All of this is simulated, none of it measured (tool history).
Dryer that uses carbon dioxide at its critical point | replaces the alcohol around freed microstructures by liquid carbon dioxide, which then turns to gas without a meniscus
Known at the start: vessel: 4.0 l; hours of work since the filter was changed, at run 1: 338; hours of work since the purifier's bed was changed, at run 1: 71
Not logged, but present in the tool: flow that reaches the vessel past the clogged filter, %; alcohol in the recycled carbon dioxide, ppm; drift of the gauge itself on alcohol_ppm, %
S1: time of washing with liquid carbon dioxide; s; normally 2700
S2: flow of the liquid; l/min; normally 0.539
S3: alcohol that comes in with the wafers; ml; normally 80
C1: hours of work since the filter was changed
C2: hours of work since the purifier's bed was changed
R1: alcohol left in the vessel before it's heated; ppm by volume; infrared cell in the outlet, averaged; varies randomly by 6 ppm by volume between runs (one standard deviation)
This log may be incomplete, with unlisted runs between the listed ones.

run,day,S1,S2,S3,C1,C2,R1
1,0.000,2700,0.539,80,338,71,377
2,1.038,2700,0.539,80,358,91,400
3,1.812,2700,0.505,80,373,106,525
4,2.558,2700,0.505,80,387,120,550
5,4.038,2700,0.617,80,416,148,286
6,4.871,2700,0.539,80,432,164,453
7,5.746,2700,0.644,80,449,181,274
8,7.438,2700,0.705,80,481,214,224
9,8.471,2700,0.705,80,501,233,228
# day 9.483: inlet filter changed
10,9.912,2700,0.705,80,8,260,174
11,10.992,2100,0.426,80,29,281,1438
12,12.362,2100,0.426,80,55,307,1465
13,14.079,2400,0.617,37,88,340,276
14,15.000,2400,0.780,21,106,358,184
15,16.283,4140,0.857,82,130,382,190
16,17.808,2700,0.703,34,160,412,232
17,18.842,2700,0.681,81,179,432,304

Measured minus without-hidden-state, run by run (identical run-to-run variation in each term; gauge scatter may differ):
run,R1
1,+157
2,+177
3,+227
4,+239
5,+170
6,+237
7,+176
8,+168
9,+177
10,+127
11,+180
12,+218
13,+179
14,+172
15,+183
16,+206
17,+234

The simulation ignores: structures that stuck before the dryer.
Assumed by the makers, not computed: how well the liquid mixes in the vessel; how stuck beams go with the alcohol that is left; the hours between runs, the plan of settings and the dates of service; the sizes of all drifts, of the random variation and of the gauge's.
